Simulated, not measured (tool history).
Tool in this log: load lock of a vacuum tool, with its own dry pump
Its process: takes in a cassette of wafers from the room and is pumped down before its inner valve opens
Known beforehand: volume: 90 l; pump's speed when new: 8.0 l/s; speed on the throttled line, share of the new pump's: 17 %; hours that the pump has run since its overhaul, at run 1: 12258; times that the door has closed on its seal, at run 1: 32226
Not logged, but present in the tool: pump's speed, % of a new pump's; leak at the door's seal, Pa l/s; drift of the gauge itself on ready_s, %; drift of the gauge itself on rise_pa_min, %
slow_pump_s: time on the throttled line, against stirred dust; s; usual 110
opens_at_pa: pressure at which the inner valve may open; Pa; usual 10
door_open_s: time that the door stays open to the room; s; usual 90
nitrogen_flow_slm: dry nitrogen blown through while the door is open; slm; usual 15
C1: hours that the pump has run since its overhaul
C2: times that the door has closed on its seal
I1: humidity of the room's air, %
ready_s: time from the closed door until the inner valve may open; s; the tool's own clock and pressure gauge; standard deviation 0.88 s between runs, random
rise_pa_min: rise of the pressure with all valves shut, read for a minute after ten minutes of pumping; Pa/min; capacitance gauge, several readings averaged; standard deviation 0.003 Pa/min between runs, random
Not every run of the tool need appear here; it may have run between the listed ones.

Run 1, day 0.000: usual settings; C1 12258; C2 32226; I1 44.2. Result: ready_s 203.0 s, rise_pa_min 0.243 Pa/min.
Run 2, day 8.712: usual settings; C1 12467; C2 33250; I1 49.1. Result: ready_s 202.0 s, rise_pa_min 0.261 Pa/min.
Run 3, day 17.933: usual settings but opens_at_pa 8 Pa; C1 12688; C2 34333; I1 43.7. Result: ready_s 204.1 s, rise_pa_min 0.273 Pa/min.
Run 4, day 24.371: usual settings but opens_at_pa 8 Pa; C1 12843; C2 35090; I1 43.7. Result: ready_s 206.4 s, rise_pa_min 0.281 Pa/min.
Run 5, day 34.000: usual settings but opens_at_pa 8 Pa; C1 13074; C2 36221; I1 41.2. Result: ready_s 206.9 s, rise_pa_min 0.280 Pa/min.
Run 6, day 41.825: usual settings; C1 13261; C2 37141; I1 46.9. Result: ready_s 206.0 s, rise_pa_min 0.294 Pa/min.
Run 7, day 46.692: usual settings but opens_at_pa 15 Pa; C1 13378; C2 37713; I1 44.2. Result: ready_s 198.2 s, rise_pa_min 0.306 Pa/min.
Run 8, day 52.621: usual settings but opens_at_pa 15 Pa; C1 13521; C2 38410; I1 46.3. Result: ready_s 199.0 s, rise_pa_min 0.315 Pa/min.
Run 9, day 60.367: usual settings but opens_at_pa 15 Pa; C1 13706; C2 39319; I1 43.6. Result: ready_s 198.5 s, rise_pa_min 0.330 Pa/min.
Run 10, day 67.067: usual settings but opens_at_pa 15 Pa; C1 13867; C2 40107; I1 44.8. Result: ready_s 199.5 s, rise_pa_min 0.329 Pa/min.
Run 11, day 72.504: usual settings but opens_at_pa 15 Pa, nitrogen_flow_slm 40 slm; C1 13998; C2 40746; I1 45.1. Result: ready_s 199.6 s, rise_pa_min 0.327 Pa/min.
Run 12, day 83.925: usual settings but opens_at_pa 15 Pa, nitrogen_flow_slm 40 slm; C1 14272; C2 42088; I1 45.8. Result: ready_s 198.6 s, rise_pa_min 0.350 Pa/min.
Run 13, day 94.879: usual settings but opens_at_pa 15 Pa, nitrogen_flow_slm 40 slm; C1 14535; C2 43375; I1 45.2. Result: ready_s 200.6 s, rise_pa_min 0.368 Pa/min.
Run 14, day 103.333: usual settings but opens_at_pa 15 Pa, nitrogen_flow_slm 40 slm; C1 14738; C2 44368; I1 48.6. Result: ready_s 200.8 s, rise_pa_min 0.383 Pa/min.
Run 15, day 109.283: usual settings but opens_at_pa 15 Pa, nitrogen_flow_slm 40 slm; C1 14880; C2 45068; I1 44.7. Result: ready_s 200.2 s, rise_pa_min 0.386 Pa/min.
Run 16, day 117.000: usual settings; C1 15066; C2 45974; I1 47.1. Result: ready_s 203.7 s, rise_pa_min 0.411 Pa/min.
Run 17, day 126.154: usual settings; C1 15285; C2 47050; I1 43.0. Result: ready_s 205.2 s, rise_pa_min 0.423 Pa/min.
Run 18, day 136.575: usual settings; C1 15535; C2 48275; I1 46.3. Result: ready_s 205.4 s, rise_pa_min 0.448 Pa/min.
Run 19, day 147.625: usual settings but slow_pump_s 149 s, door_open_s 63 s; C1 15801; C2 49573; I1 42.8. Result: ready_s 237.0 s, rise_pa_min 0.460 Pa/min.
Run 20, day 154.762: usual settings but slow_pump_s 109 s, door_open_s 125 s, nitrogen_flow_slm 6 slm; C1 15972; C2 50412; I1 46.8. Result: ready_s 204.7 s, rise_pa_min 0.493 Pa/min.
Run 21, day 160.867: usual settings but slow_pump_s 91 s, opens_at_pa 13 Pa, door_open_s 125 s, nitrogen_flow_slm 6 slm; C1 16119; C2 51129; I1 47.5. Result: ready_s 186.0 s, rise_pa_min 0.510 Pa/min.
Run 22, day 172.371: usual settings but opens_at_pa 11 Pa; C1 16395; C2 52481; I1 45.7. Result: ready_s 204.1 s, rise_pa_min 0.513 Pa/min.
Run 23, day 181.446: usual settings but slow_pump_s 65 s; C1 16612; C2 53547; I1 46.0. Result: ready_s 169.2 s, rise_pa_min 0.523 Pa/min.
Run 24, day 191.579: usual settings but opens_at_pa 14 Pa, nitrogen_flow_slm 17 slm; C1 16856; C2 54738; I1 47.7. Result: ready_s 201.8 s, rise_pa_min 0.530 Pa/min.
Run 25, day 201.408: usual settings but slow_pump_s 78 s, opens_at_pa 12 Pa, door_open_s 88 s, nitrogen_flow_slm 17 slm; C1 17091; C2 55893; I1 45.1. Result: ready_s 177.8 s, rise_pa_min 0.554 Pa/min.
Run 26, day 210.175: usual settings but opens_at_pa 9 Pa, nitrogen_flow_slm 24 slm; C1 17302; C2 56923; I1 44.3. Result: ready_s 208.3 s, rise_pa_min 0.562 Pa/min.
Run 27, day 214.946: usual settings but slow_pump_s 159 s, opens_at_pa 14 Pa, nitrogen_flow_slm 43 slm; C1 17416; C2 57484; I1 47.2. Result: ready_s 241.6 s, rise_pa_min 0.572 Pa/min.
Run 28, day 221.883: usual settings but slow_pump_s 159 s, opens_at_pa 14 Pa, nitrogen_flow_slm 43 slm; C1 17583; C2 58299; I1 44.5. Result: ready_s 242.4 s, rise_pa_min 0.593 Pa/min.
Run 29, day 231.983: usual settings but slow_pump_s 159 s, opens_at_pa 18 Pa, nitrogen_flow_slm 43 slm; C1 17825; C2 59486; I1 40.3. Result: ready_s 239.0 s, rise_pa_min 0.607 Pa/min.
At day 234.275: door's seal changed, seat wiped.
Run 30, day 241.200: usual settings but slow_pump_s 159 s, opens_at_pa 18 Pa, nitrogen_flow_slm 43 slm; C1 18045; C2 814; I1 44.2. Result: ready_s 235.9 s, rise_pa_min 0.020 Pa/min.
Run 31, day 247.121: usual settings but slow_pump_s 159 s, opens_at_pa 18 Pa, nitrogen_flow_slm 43 slm; C1 18187; C2 1509; I1 47.7. Result: ready_s 239.5 s, rise_pa_min 0.027 Pa/min.
Run 32, day 252.400: usual settings but slow_pump_s 137 s, opens_at_pa 11 Pa, door_open_s 186 s, nitrogen_flow_slm 5 slm; C1 18314; C2 2129; I1 42.0. Result: ready_s 228.1 s, rise_pa_min 0.062 Pa/min.
Run 33, day 262.029: usual settings but slow_pump_s 137 s, opens_at_pa 11 Pa, door_open_s 186 s, nitrogen_flow_slm 5 slm; C1 18545; C2 3261; I1 48.0. Result: ready_s 228.2 s, rise_pa_min 0.072 Pa/min.
Run 34, day 273.233: usual settings but slow_pump_s 137 s, opens_at_pa 11 Pa, door_open_s 37 s, nitrogen_flow_slm 5 slm; C1 18814; C2 4578; I1 47.8. Result: ready_s 228.2 s, rise_pa_min 0.046 Pa/min.
Run 35, day 284.375: usual settings but slow_pump_s 137 s, opens_at_pa 11 Pa, door_open_s 37 s, nitrogen_flow_slm 5 slm; C1 19081; C2 5887; I1 47.9. Result: ready_s 229.6 s, rise_pa_min 0.054 Pa/min.
Run 36, day 293.562: usual settings but opens_at_pa 12 Pa, door_open_s 104 s; C1 19302; C2 6967; I1 46.2. Result: ready_s 204.0 s, rise_pa_min 0.059 Pa/min.

What if the next run were any one of these 4? Each begins from the tool's condition after run 36:
Run A, day 300.825: usual settings but slow_pump_s 192 s, opens_at_pa 12 Pa, door_open_s 104 s; C1 19476; C2 7820; I1 44.8. Result: ready_s ?, rise_pa_min ?.
Run B, day 300.825: usual settings but opens_at_pa 7 Pa, door_open_s 75 s, nitrogen_flow_slm 25 slm; C1 19476; C2 7820; I1 43.6. Result: ready_s ?, rise_pa_min ?.
Run C, day 300.825: usual settings but slow_pump_s 164 s, opens_at_pa 16 Pa, nitrogen_flow_slm 7 slm; C1 19476; C2 7820; I1 43.3. Result: ready_s ?, rise_pa_min ?.
Run D, day 300.825: usual settings but opens_at_pa 17 Pa, door_open_s 224 s, nitrogen_flow_slm 19 slm; C1 19476; C2 7820; I1 42.2. Result: ready_s ?, rise_pa_min ?.

run  ready_s  rise_pa_min
  A    274.0        0.062
  B    213.4        0.051
  C    245.2        0.063
  D    200.5        0.070
Had the tool no hidden state, the same runs would have come out as:
run  ready_s  rise_pa_min
  A    263.7        0.030
  B    200.0        0.018
  C    234.6        0.031
  D    188.7        0.037
